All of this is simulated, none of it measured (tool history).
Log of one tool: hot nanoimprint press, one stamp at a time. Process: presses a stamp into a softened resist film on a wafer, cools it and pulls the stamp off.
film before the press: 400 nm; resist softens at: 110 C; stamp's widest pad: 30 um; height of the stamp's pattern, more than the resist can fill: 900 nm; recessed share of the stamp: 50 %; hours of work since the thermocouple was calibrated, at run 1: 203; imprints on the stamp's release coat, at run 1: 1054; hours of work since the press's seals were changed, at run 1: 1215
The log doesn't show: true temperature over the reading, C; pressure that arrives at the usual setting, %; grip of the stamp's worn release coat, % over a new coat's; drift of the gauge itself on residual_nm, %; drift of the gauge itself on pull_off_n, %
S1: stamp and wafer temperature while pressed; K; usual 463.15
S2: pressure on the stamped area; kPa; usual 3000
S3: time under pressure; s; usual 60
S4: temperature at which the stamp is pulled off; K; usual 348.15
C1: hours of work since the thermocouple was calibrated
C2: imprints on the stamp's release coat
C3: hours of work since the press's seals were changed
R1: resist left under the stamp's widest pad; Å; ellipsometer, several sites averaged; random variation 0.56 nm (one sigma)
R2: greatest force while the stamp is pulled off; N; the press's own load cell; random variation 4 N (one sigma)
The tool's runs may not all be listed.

run,day,S1,S2,S3,S4,C1,C2,C3,R1,R2
1,0,463.15,3000,60,348.15,203,1054,1215,1931,193
2,2.879,463.15,3000,60,348.15,232,1203,1244,1928,188
3,5.896,463.15,3000,60,348.15,262,1359,1274,1934,188
4,8.829,463.15,3000,60,348.15,291,1511,1303,1928,190
5,11.408,463.15,3000,60,348.15,317,1644,1329,1922,195
6,13.154,463.15,3000,60,348.15,334,1734,1347,1928,195
# day 14.046: press's hydraulic seals changed and the load cell set to zero
7,17.067,463.15,3000,60,348.15,370,1919,30,1938,193
# day 17.596: stamp cleaned and given a new release coat
8,19.542,463.15,3000,60,348.15,392,100,52,1935,189
9,22.762,463.15,3000,60,348.15,424,267,84,1937,188
10,25.267,463.15,3000,60,348.15,449,396,109,1928,186
11,26.771,463.15,2060,60,348.15,464,474,124,2260,196
12,30.242,463.15,2060,60,348.15,499,654,159,2258,191
13,31.775,463.15,3000,88,348.15,514,733,174,1677,198
14,35.158,463.15,3000,60,348.15,548,908,208,1930,196
# day 38.296: plate thermocouple calibrated
15,38.296,463.15,3000,60,348.15,0,1063,238,1951,196
16,41.8,463.15,3000,60,348.15,35,1245,273,1941,197
17,44.621,471.15,2600,36,348.15,63,1391,301,2010,195
18,46.346,471.15,2600,36,348.15,80,1480,318,2003,196
19,49.004,471.15,2600,36,350.15,107,1617,345,2009,178
20,50.471,451.15,3160,40,334.15,121,1693,359,2925,214
21,53.729,451.15,2500,41,334.15,154,1861,392,3090,213
# day 55.367: stamp cleaned and given a new release coat
22,57.479,461.15,3440,36,350.15,189,109,427,2305,185
23,60.838,461.15,3440,77,350.15,222,283,460,1767,191
24,63.383,454.15,3440,77,337.15,248,415,486,2178,210
25,66.638,454.15,3440,77,337.15,280,583,518,2184,208
26,69.792,454.15,3440,77,337.15,312,746,550,2190,204
27,71.812,465.15,2550,60,348.15,332,850,570,1977,197

Forecast each of these 4 alternatives for the next run:
A,75.375,463.15,3190,30,356.15,367,1035,605,?,?
B,75.375,463.15,3000,112,355.15,367,1035,605,?,?
C,75.375,452.15,2550,104,349.15,367,1035,605,?,?
D,75.375,463.15,3570,60,348.15,367,1035,605,?,?

run,R1,R2
A,2402,181
B,1533,186
C,2355,193
D,1813,191
Without the tool's hidden state the same runs would have given:
run,R1,R2
A,2369,180
B,1513,185
C,2324,192
D,1789,190
